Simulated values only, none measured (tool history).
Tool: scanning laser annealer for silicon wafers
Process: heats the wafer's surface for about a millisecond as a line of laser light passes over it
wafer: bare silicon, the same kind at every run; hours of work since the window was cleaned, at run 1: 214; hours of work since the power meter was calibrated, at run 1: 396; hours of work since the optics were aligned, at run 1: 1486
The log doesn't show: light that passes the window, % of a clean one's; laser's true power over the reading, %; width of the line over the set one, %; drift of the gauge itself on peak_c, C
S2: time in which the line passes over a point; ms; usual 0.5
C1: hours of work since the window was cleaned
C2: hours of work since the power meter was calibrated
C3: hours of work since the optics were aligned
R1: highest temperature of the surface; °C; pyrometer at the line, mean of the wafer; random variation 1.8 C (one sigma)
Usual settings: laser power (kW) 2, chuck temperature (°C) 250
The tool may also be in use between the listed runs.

run 1 hour=0 | laser_power_(kW)=2 S2=0.5 chuck_temperature_(°C)=250 | C1=214 C2=396 C3=1486 | R1=973
run 2 hour=34.8 | laser_power_(kW)=2 S2=0.375 chuck_temperature_(°C)=250 | C1=228 C2=410 C3=1500 | R1=890
run 3 hour=70.6 | laser_power_(kW)=2 S2=0.375 chuck_temperature_(°C)=250 | C1=243 C2=424 C3=1514 | R1=889
run 4 hour=101.6 | laser_power_(kW)=2 S2=0.5 chuck_temperature_(°C)=250 | C1=255 C2=437 C3=1527 | R1=967
run 5 hour=147.2 | laser_power_(kW)=2 S2=0.5 chuck_temperature_(°C)=250 | C1=273 C2=455 C3=1545 | R1=969
run 6 hour=186.2 | laser_power_(kW)=2 S2=0.5 chuck_temperature_(°C)=250 | C1=289 C2=471 C3=1561 | R1=969
run 7 hour=230.4 | laser_power_(kW)=2 S2=0.5 chuck_temperature_(°C)=250 | C1=307 C2=489 C3=1579 | R1=966
run 8 hour=274.1 | laser_power_(kW)=2 S2=0.5 chuck_temperature_(°C)=250 | C1=324 C2=506 C3=1596 | R1=967
run 9 hour=302.7 | laser_power_(kW)=2 S2=0.5 chuck_temperature_(°C)=246 | C1=336 C2=518 C3=1608 | R1=963
run 10 hour=339.6 | laser_power_(kW)=2 S2=0.446 chuck_temperature_(°C)=246 | C1=351 C2=532 C3=1623 | R1=924
run 11 hour=383.3 | laser_power_(kW)=2 S2=0.446 chuck_temperature_(°C)=246 | C1=368 C2=550 C3=1640 | R1=921

Forecast run 12:
run 12 hour=421.7 | laser_power_(kW)=1.992 S2=0.502 chuck_temperature_(°C)=243 | C1=384 C2=565 C3=1656 | R1=?

R1: 950 °C
Without the tool's hidden state the same run would have given R1 1012 °C.
